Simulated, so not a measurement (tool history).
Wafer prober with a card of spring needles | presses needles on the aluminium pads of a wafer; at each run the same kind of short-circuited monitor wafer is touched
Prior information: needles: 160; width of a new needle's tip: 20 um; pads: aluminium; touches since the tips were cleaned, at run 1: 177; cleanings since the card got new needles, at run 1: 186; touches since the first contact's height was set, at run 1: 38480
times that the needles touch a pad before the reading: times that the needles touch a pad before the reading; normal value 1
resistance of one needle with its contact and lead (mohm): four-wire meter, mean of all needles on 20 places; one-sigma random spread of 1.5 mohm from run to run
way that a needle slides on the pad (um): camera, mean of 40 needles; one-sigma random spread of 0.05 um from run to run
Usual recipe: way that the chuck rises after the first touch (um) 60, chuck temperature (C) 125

| run | hour | way that the chuck rises after the first touch (um) | chuck temperature (C) | times that the needles touch a pad before the reading | touches since the tips were cleaned | cleanings since the card got new needles | touches since the first contact's height was set | resistance of one needle with its contact and lead (mohm) | way that a needle slides on the pad (um) |
|---|---|---|---|---|---|---|---|---|---|
| 1 | 0.0 | 60 | 125 | 1 | 177 | 186 | 38480 | 143 | 9.35 |
|  | 3.0 | tips cleaned on abrasive film |
|  | 6.0 | tips cleaned on abrasive film |
|  | 9.7 | tips cleaned on abrasive film |
| 2 | 11.5 | 60 | 125 | 1 | 1073 | 189 | 45086 | 147 | 9.36 |
|  | 13.1 | tips cleaned on abrasive film |
|  | 16.8 | tips cleaned on abrasive film |
|  | 20.5 | tips cleaned on abrasive film |
|  | 24.2 | tips cleaned on abrasive film |
|  | 27.2 | tips cleaned on abrasive film |
|  | 30.9 | tips cleaned on abrasive film |
|  | 34.7 | tips cleaned on abrasive film |
| 3 | 37.5 | 54 | 125 | 1 | 1670 | 196 | 59949 | 150 | 8.32 |
|  | 38.3 | tips cleaned on abrasive film |
|  | 41.3 | tips cleaned on abrasive film |
|  | 45.0 | tips cleaned on abrasive film |
|  | 48.0 | tips cleaned on abrasive film |
|  | 51.8 | tips cleaned on abrasive film |
| 4 | 54.4 | 54 | 125 | 1 | 1564 | 201 | 69600 | 150 | 8.36 |
|  | 55.2 | tips cleaned on abrasive film |
|  | 59.0 | tips cleaned on abrasive film |
|  | 62.7 | tips cleaned on abrasive film |
|  | 65.7 | tips cleaned on abrasive film |
|  | 69.1 | tips cleaned on abrasive film |
| 5 | 69.1 | 54 | 125 | 1 | 0 | 206 | 77915 | 152 | 8.45 |
|  | 72.8 | tips cleaned on abrasive film |
|  | 76.5 | tips cleaned on abrasive film |
|  | 79.7 | height of the first contact set anew |
|  | 80.5 | tips cleaned on abrasive film |
|  | 83.5 | tips cleaned on abrasive film |
|  | 87.2 | tips cleaned on abrasive film |
| 6 | 87.5 | 60 | 125 | 1 | 142 | 211 | 4398 | 146 | 9.34 |
|  | 90.5 | tips cleaned on abrasive film |
|  | 94.2 | tips cleaned on abrasive film |
|  | 97.9 | tips cleaned on abrasive film |
|  | 101.6 | tips cleaned on abrasive film |
|  | 104.6 | tips cleaned on abrasive film |
|  | 108.3 | tips cleaned on abrasive film |
|  | 111.3 | tips cleaned on abrasive film |
| 7 | 114.0 | 60 | 125 | 1 | 1597 | 218 | 19615 | 145 | 9.34 |
|  | 114.9 | tips cleaned on abrasive film |
|  | 118.6 | tips cleaned on abrasive film |
|  | 130.6 | card fitted with new needles |
|  | 134.3 | tips cleaned on abrasive film |
|  | 137.3 | tips cleaned on abrasive film |
|  | 141.0 | tips cleaned on abrasive film |
| 8 | 142.1 | 60 | 125 | 1 | 630 | 3 | 6587 | 147 | 9.33 |
|  | 144.4 | tips cleaned on abrasive film |
|  | 148.1 | tips cleaned on abrasive film |
|  | 151.1 | tips cleaned on abrasive film |
|  | 154.8 | tips cleaned on abrasive film |
|  | 158.5 | tips cleaned on abrasive film |
|  | 162.2 | tips cleaned on abrasive film |
| 9 | 164.8 | 60 | 125 | 1 | 1538 | 9 | 19616 | 145 | 9.33 |
|  | 165.7 | tips cleaned on abrasive film |
|  | 168.7 | tips cleaned on abrasive film |
|  | 172.4 | tips cleaned on abrasive film |
|  | 176.1 | tips cleaned on abrasive film |
| 10 | 177.4 | 60 | 125 | 1 | 758 | 13 | 26758 | 146 | 9.33 |
|  | 179.6 | tips cleaned on abrasive film |
|  | 183.4 | tips cleaned on abrasive film |
|  | 187.1 | tips cleaned on abrasive film |
|  | 190.8 | tips cleaned on abrasive film |
|  | 193.8 | tips cleaned on abrasive film |
|  | 197.5 | tips cleaned on abrasive film |
|  | 201.2 | tips cleaned on abrasive film |
| 11 | 203.9 | 60 | 125 | 1 | 1578 | 20 | 41955 | 143 | 9.34 |
|  | 204.7 | tips cleaned on abrasive film |
|  | 208.5 | tips cleaned on abrasive film |
|  | 212.2 | tips cleaned on abrasive film |
|  | 215.2 | tips cleaned on abrasive film |
|  | 218.6 | tips cleaned on abrasive film |
| 12 | 218.6 | 60 | 125 | 1 | 0 | 25 | 50315 | 145 | 9.32 |
|  | 222.4 | tips cleaned on abrasive film |
|  | 226.1 | tips cleaned on abrasive film |
|  | 229.1 | tips cleaned on abrasive film |
|  | 232.8 | tips cleaned on abrasive film |
|  | 235.8 | tips cleaned on abrasive film |
| 13 | 237.2 | 62 | 111 | 1 | 852 | 30 | 60956 | 141 | 9.60 |
|  | 239.4 | tips cleaned on abrasive film |
|  | 243.1 | tips cleaned on abrasive film |
|  | 246.9 | tips cleaned on abrasive film |
|  | 249.8 | tips cleaned on abrasive film |
|  | 253.6 | tips cleaned on abrasive film |
|  | 256.6 | tips cleaned on abrasive film |
|  | 260.3 | tips cleaned on abrasive film |
|  | 263.4 | tips cleaned on abrasive film |
| 14 | 263.4 | 56 | 36 | 2 | 0 | 38 | 75859 | 131 | 8.67 |
|  | 266.4 | tips cleaned on abrasive film |
|  | 270.1 | tips cleaned on abrasive film |
|  | 273.8 | tips cleaned on abrasive film |
|  | 277.0 | height of the first contact set anew |
|  | 277.8 | tips cleaned on abrasive film |
|  | 281.5 | tips cleaned on abrasive film |
|  | 285.3 | tips cleaned on abrasive film |
|  | 289.0 | tips cleaned on abrasive film |
| 15 | 289.1 | 60 | 39 | 2 | 100 | 45 | 6910 | 133 | 9.36 |
|  | 292.1 | tips cleaned on abrasive film |
|  | 295.1 | tips cleaned on abrasive film |
|  | 298.9 | tips cleaned on abrasive film |
| 16 | 301.7 | 60 | 39 | 2 | 1655 | 48 | 14100 | 130 | 9.34 |
|  | 302.5 | tips cleaned on abrasive film |
|  | 306.2 | tips cleaned on abrasive film |
|  | 309.9 | tips cleaned on abrasive film |
|  | 312.9 | tips cleaned on abrasive film |
|  | 316.6 | tips cleaned on abrasive film |
|  | 320.4 | tips cleaned on abrasive film |
| 17 | 320.6 | 44 | 68 | 2 | 126 | 54 | 24865 | 148 | 6.84 |
|  | 323.6 | tips cleaned on abrasive film |
|  | 326.6 | tips cleaned on abrasive film |
|  | 330.3 | tips cleaned on abrasive film |
|  | 333.3 | tips cleaned on abrasive film |
| 18 | 334.2 | 60 | 107 | 1 | 539 | 58 | 32638 | 142 | 9.24 |
|  | 336.5 | tips cleaned on abrasive film |
|  | 340.2 | tips cleaned on abrasive film |
|  | 343.9 | tips cleaned on abrasive film |
|  | 347.6 | tips cleaned on abrasive film |
|  | 351.3 | tips cleaned on abrasive film |
|  | 355.1 | tips cleaned on abrasive film |
| 19 | 356.6 | 43 | 31 | 1 | 895 | 64 | 45450 | 141 | 6.56 |
|  | 358.1 | tips cleaned on abrasive film |
|  | 361.9 | tips cleaned on abrasive film |
|  | 365.6 | tips cleaned on abrasive film |
|  | 368.6 | tips cleaned on abrasive film |
| 20 | 369.2 | 43 | 31 | 1 | 356 | 68 | 52623 | 139 | 6.58 |
|  | 372.2 | tips cleaned on abrasive film |
|  | 375.2 | tips cleaned on abrasive film |
|  | 378.9 | tips cleaned on abrasive film |
|  | 382.6 | tips cleaned on abrasive film |
|  | 386.3 | tips cleaned on abrasive film |
|  | 389.3 | tips cleaned on abrasive film |
|  | 392.3 | tips cleaned on abrasive film |
| 21 | 394.5 | 74 | 125 | 1 | 1282 | 75 | 67099 | 136 | 11.54 |
|  | 395.3 | tips cleaned on abrasive film |
|  | 399.1 | tips cleaned on abrasive film |
|  | 402.1 | tips cleaned on abrasive film |
|  | 405.8 | tips cleaned on abrasive film |
|  | 409.5 | tips cleaned on abrasive film |
| 22 | 412.0 | 58 | 125 | 1 | 1492 | 80 | 77123 | 143 | 8.96 |
|  | 412.8 | tips cleaned on abrasive film |
|  | 415.8 | tips cleaned on abrasive film |
|  | 419.6 | tips cleaned on abrasive film |
|  | 423.3 | tips cleaned on abrasive film |
|  | 424.3 | height of the first contact set anew |
|  | 426.6 | tips cleaned on abrasive film |
|  | 430.3 | tips cleaned on abrasive film |
|  | 433.3 | tips cleaned on abrasive film |
|  | 437.0 | tips cleaned on abrasive film |
| 23 | 438.2 | 58 | 125 | 1 | 708 | 88 | 7943 | 148 | 8.98 |
|  | 440.5 | tips cleaned on abrasive film |
|  | 443.5 | tips cleaned on abrasive film |
|  | 447.2 | tips cleaned on abrasive film |
|  | 450.2 | tips cleaned on abrasive film |
| 24 | 453.1 | 60 | 113 | 1 | 1690 | 92 | 16443 | 144 | 9.35 |

Each row is a separate what-if for the run after 24, all from the same tool condition, not one after another. Results?
|  | 453.9 | tips cleaned on abrasive film |
|  | 456.9 | tips cleaned on abrasive film |
|  | 460.6 | tips cleaned on abrasive film |
|  | 464.3 | tips cleaned on abrasive film |
|  | 467.3 | tips cleaned on abrasive film |
| A | 467.6 | 71 | 37 | 3 | 166 | 97 | 24696 | ? | ? |
|  | 453.9 | tips cleaned on abrasive film |
|  | 456.9 | tips cleaned on abrasive film |
|  | 460.6 | tips cleaned on abrasive film |
|  | 464.3 | tips cleaned on abrasive film |
|  | 467.3 | tips cleaned on abrasive film |
| B | 467.6 | 60 | 96 | 1 | 166 | 97 | 24696 | ? | ? |
|  | 453.9 | tips cleaned on abrasive film |
|  | 456.9 | tips cleaned on abrasive film |
|  | 460.6 | tips cleaned on abrasive film |
|  | 464.3 | tips cleaned on abrasive film |
|  | 467.3 | tips cleaned on abrasive film |
| C | 467.6 | 50 | 125 | 1 | 166 | 97 | 24696 | ? | ? |

| run | resistance of one needle with its contact and lead (mohm) | way that a needle slides on the pad (um) |
|---|---|---|
| A | 124 | 11.00 |
| B | 140 | 9.29 |
| C | 153 | 7.84 |
With no hidden state in the tool, these same runs would have given:
| run | resistance of one needle with its contact and lead (mohm) | way that a needle slides on the pad (um) |
|---|---|---|
| A | 124 | 11.00 |
| B | 140 | 9.29 |
| C | 153 | 7.85 |

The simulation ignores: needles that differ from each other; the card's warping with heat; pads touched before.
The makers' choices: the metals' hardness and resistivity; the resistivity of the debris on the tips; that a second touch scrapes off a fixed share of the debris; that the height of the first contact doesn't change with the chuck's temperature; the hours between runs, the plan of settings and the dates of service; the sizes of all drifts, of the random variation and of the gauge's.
